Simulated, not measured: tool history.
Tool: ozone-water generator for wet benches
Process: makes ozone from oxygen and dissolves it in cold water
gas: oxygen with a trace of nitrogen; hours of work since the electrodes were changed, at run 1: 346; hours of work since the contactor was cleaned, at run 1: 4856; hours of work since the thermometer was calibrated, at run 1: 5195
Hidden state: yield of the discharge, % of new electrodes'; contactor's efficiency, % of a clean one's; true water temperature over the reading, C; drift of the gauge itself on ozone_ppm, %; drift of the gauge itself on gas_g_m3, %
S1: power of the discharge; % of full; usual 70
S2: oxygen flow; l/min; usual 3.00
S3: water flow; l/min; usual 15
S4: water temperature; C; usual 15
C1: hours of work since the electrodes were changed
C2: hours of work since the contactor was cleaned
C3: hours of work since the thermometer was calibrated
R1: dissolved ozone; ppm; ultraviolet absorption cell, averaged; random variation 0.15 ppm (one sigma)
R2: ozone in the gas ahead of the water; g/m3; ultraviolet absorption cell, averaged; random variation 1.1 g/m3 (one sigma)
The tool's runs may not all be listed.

Run 1, hour 0.0: usual settings; C1 346; C2 4856; C3 5195. Result: R1 17.9 ppm, R2 184.3 g/m3.
Run 2, hour 29.7: usual settings but S4 10 C; C1 365; C2 4875; C3 5214. Result: R1 19.1 ppm, R2 184.7 g/m3.
Run 3, hour 69.3: usual settings but S1 88 % of full; C1 390; C2 4899; C3 5239. Result: R1 21.8 ppm, R2 223.7 g/m3.
Run 4, hour 90.1: usual settings but S1 88 % of full; C1 403; C2 4913; C3 5252. Result: R1 21.6 ppm, R2 222.2 g/m3.
Run 5, hour 134.6: usual settings but S4 9 C; C1 431; C2 4941; C3 5280. Result: R1 19.1 ppm, R2 183.0 g/m3.
Run 6, hour 174.1: usual settings but S4 9 C; C1 456; C2 4965; C3 5305. Result: R1 19.1 ppm, R2 181.1 g/m3.
Run 7, hour 220.4: usual settings but S1 73 % of full; C1 485; C2 4994; C3 5334. Result: R1 18.7 ppm, R2 188.0 g/m3.
Run 8, hour 265.8: usual settings; C1 513; C2 5023; C3 5362. Result: R1 17.9 ppm, R2 182.1 g/m3.
Run 9, hour 287.6: usual settings; C1 527; C2 5037; C3 5376. Result: R1 17.8 ppm, R2 181.8 g/m3.
Run 10, hour 313.5: usual settings; C1 543; C2 5053; C3 5392. Result: R1 17.5 ppm, R2 184.0 g/m3.
At hour 317.7: water thermometer calibrated.
Run 11, hour 334.4: usual settings; C1 556; C2 5066; C3 11. Result: R1 17.8 ppm, R2 182.6 g/m3.
Run 12, hour 380.8: usual settings; C1 585; C2 5095; C3 40. Result: R1 17.6 ppm, R2 179.0 g/m3.
Run 13, hour 425.2: usual settings but S1 63 % of full; C1 613; C2 5123; C3 68. Result: R1 16.0 ppm, R2 167.5 g/m3.
At hour 431.2: water thermometer calibrated, once more.
Run 14, hour 453.9: usual settings but S1 44 % of full, S2 4.90 l/min, S3 14 l/min, S4 10 C; C1 631; C2 5141; C3 14. Result: R1 14.7 ppm, R2 97.2 g/m3.
Run 15, hour 474.3: usual settings but S1 44 % of full, S2 4.90 l/min, S3 14 l/min, S4 10 C; C1 644; C2 5153; C3 27. Result: R1 14.6 ppm, R2 97.0 g/m3.
Run 16, hour 497.9: usual settings but S1 63 % of full, S2 2.77 l/min, S3 21 l/min, S4 10 C; C1 659; C2 5168; C3 42. Result: R1 11.9 ppm, R2 172.4 g/m3.
Run 17, hour 525.9: usual settings but S1 60 % of full, S2 2.77 l/min, S4 19 C; C1 676; C2 5186; C3 60. Result: R1 14.5 ppm, R2 166.2 g/m3.
Run 18, hour 568.4: usual settings but S1 60 % of full, S2 2.77 l/min, S4 19 C; C1 703; C2 5213; C3 86. Result: R1 14.9 ppm, R2 164.5 g/m3.
Run 19, hour 598.4: usual settings but S1 97 % of full, S2 2.77 l/min, S4 19 C; C1 722; C2 5231; C3 105. Result: R1 22.0 ppm, R2 247.2 g/m3.
Run 20, hour 636.1: usual settings but S3 10 l/min, S4 12 C; C1 746; C2 5255; C3 129. Result: R1 26.0 ppm, R2 183.2 g/m3.
Run 21, hour 678.5: usual settings but S1 53 % of full, S3 19 l/min, S4 20 C; C1 772; C2 5282; C3 156. Result: R1 10.7 ppm, R2 143.8 g/m3.
Run 22, hour 703.0: usual settings but S1 53 % of full, S3 19 l/min, S4 20 C; C1 788; C2 5297; C3 171. Result: R1 10.6 ppm, R2 143.4 g/m3.
Run 23, hour 723.0: usual settings but S2 3.37 l/min, S3 21 l/min, S4 14 C; C1 800; C2 5310; C3 183. Result: R1 13.4 ppm, R2 170.6 g/m3.
Run 24, hour 756.6: usual settings but S2 3.37 l/min, S3 21 l/min, S4 14 C; C1 821; C2 5331; C3 205. Result: R1 13.2 ppm, R2 170.8 g/m3.
Run 25, hour 801.5: usual settings but S2 3.37 l/min, S3 21 l/min, S4 14 C; C1 850; C2 5359; C3 233. Result: R1 13.2 ppm, R2 172.7 g/m3.
Run 26, hour 820.2: usual settings but S2 3.37 l/min, S3 21 l/min, S4 14 C; C1 861; C2 5371; C3 245. Result: R1 13.2 ppm, R2 171.4 g/m3.

How the hidden state differs across the entries between the runs, from the last listed run before each to the first after it:
Between runs 10 and 11: water thermometer calibrated (hour 317.7)
  true water temperature over the reading, C: 0.43 -> 0.72
  measured less the result without the state, R1: -1.1 -> -1.1 ppm; R2: -2.9 -> -3.0 g/m3
Between runs 13 and 14: water thermometer calibrated, once more (hour 431.2)
  true water temperature over the reading, C: 0.72 -> 0.02
  measured less the result without the state, R1: -1.1 -> -0.7 ppm; R2: -2.8 -> -1.1 g/m3
